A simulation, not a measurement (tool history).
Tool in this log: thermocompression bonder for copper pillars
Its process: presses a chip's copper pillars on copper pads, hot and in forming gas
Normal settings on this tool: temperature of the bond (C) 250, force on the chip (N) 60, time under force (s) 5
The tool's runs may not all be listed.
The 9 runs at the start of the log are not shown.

run   hour  temperature of the bond (C)  force on the chip (N)  time under force (s)  hours of work since the heater was calibrated  hours of work since the force cell was calibrated  hours of work since the gas filter was changed  force that shears a chip off (N)
 10  102.6                          250                     60                    10                                            242                                                340                                              84                              64.1
 11  111.0                          254                     60                     5                                            249                                                347                                              90                              55.1
 12  118.4                          254                     60                     5                                            255                                                353                                              96                              54.3
 13  125.6                          254                     60                     5                                            260                                                358                                             102                              54.5
 14  137.5                          254                     60                     5                                            270                                                367                                             111                              54.1
 15  149.6                          254                     60                     5                                            279                                                377                                             120                              54.0
 16  162.1                          254                     60                     5                                            289                                                386                                             130                              55.0
 17  175.0                          254                     60                     5                                            299                                                396                                             140                              52.9
 18  185.1                          226                     38                     7                                            307                                                404                                             148                              29.7
 19  200.4                          229                     38                     7                                            319                                                416                                             160                              30.6
 20  213.9                          229                     38                     5                                            329                                                427                                             170                              25.9
     223.8  -- forming gas filter changed
 21  230.0                          229                     38                     5                                            341                                                439                                               5                              28.9
 22  241.4                          229                     38                     5                                            350                                                448                                              14                              28.6
 23  255.4                          275                     75                    15                                            361                                                459                                              25                              89.8
 24  270.8                          259                     87                     3                                            373                                                471                                              37                              65.4
 25  286.4                          242                     37                     5                                            385                                                483                                              49                              33.1
 26  298.4                          242                     37                     5                                            394                                                492                                              58                              32.0
 27  310.9                          236                     39                     9                                            404                                                502                                              68                              38.6
 28  325.1                          236                     39                     9                                            415                                                513                                              79                              39.2
 29  332.1                          236                     39                     9                                            421                                                518                                              84                              36.9
 30  339.4                          236                     39                     9                                            426                                                524                                              90                              38.6
 31  347.0                          250                     60                    11                                            432                                                530                                              96                              63.7
 32  353.5                          250                     60                    11                                            437                                                535                                             101                              64.3

Consider 5 possible next runs. They are alternatives, not a sequence: every one starts from the tool as it was left by run 32. What does each give?
  A  359.8                          261                     82                     3                                            442                                                540                                             106                                 ?
  B  359.8                          274                     79                     4                                            442                                                540                                             106                                 ?
  C  359.8                          271                     60                     5                                            442                                                540                                             106                                 ?
  D  359.8                          258                     44                     4                                            442                                                540                                             106                                 ?
  E  359.8                          280                     74                     9                                            442                                                540                                             106                                 ?

run  force that shears a chip off (N)
  A                              59.1
  B                              68.8
  C                              61.1
  D                              39.2
  E                              80.6
Stripped of hidden state, with their random variation kept, the same runs would have yielded:
run  force that shears a chip off (N)
  A                              67.0
  B                              76.7
  C                              68.9
  D                              45.6
  E                              88.1

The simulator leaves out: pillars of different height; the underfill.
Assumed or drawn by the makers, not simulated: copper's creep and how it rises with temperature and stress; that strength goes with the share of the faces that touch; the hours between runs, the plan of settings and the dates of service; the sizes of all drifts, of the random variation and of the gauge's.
